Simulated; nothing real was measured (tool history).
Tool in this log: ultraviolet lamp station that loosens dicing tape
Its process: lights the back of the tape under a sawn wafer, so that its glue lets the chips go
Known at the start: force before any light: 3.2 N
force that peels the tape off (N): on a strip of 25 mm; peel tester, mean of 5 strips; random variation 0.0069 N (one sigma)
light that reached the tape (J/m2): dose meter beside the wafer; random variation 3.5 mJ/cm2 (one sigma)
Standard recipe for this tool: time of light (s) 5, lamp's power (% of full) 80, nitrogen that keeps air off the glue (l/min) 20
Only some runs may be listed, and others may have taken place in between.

run,day,time of light (s),lamp's power (% of full),nitrogen that keeps air off the glue (l/min),force that peels the tape off (N),light that reached the tape (J/m2)
1,0,5,80,20,0.27,5050
# day 0.3: window cleaned of glue's vapour
2,3.671,5,80,20,0.241,5450
3,7.2,6,80,20,0.223,6480
4,9.046,6,80,20,0.217,6420
5,12.446,6,80,20,0.229,6240
6,15.642,6,80,20,0.227,6300
7,19.004,5,88,20,0.237,5610
8,20.596,5,88,20,0.245,5550
9,23.825,5,88,20,0.238,5490
10,26.621,2,80,30,0.799,2000
11,29.225,2,80,30,0.784,1940
12,31.558,2,80,30,0.781,1930
13,35.117,5,74,36,0.26,4410
14,38.15,5,74,36,0.255,4360
15,40.296,5,80,7,0.408,4660
# day 41.867: window cleaned of glue's vapour
16,43.421,8,92,20,0.205,9240
17,47.021,4,80,20,0.354,3980

Each row is a separate what-if for the run after 17, all from the same tool condition, not one after another. Results?
A,49.292,2,77,20,?,?
B,49.292,7,80,37,?,?
C,49.292,5,65,14,?,?
D,49.292,4,83,9,?,?
E,49.292,2,80,20,?,?

run,force that peels the tape off (N),light that reached the tape (J/m2)
A,0.92,1880
B,0.209,6850
C,0.399,3970
D,0.462,4100
E,0.852,1960
With no hidden state in the tool, these same runs would have given:
run,force that peels the tape off (N),light that reached the tape (J/m2)
A,0.779,2170
B,0.205,7870
C,0.333,4560
D,0.383,4710
E,0.72,2260
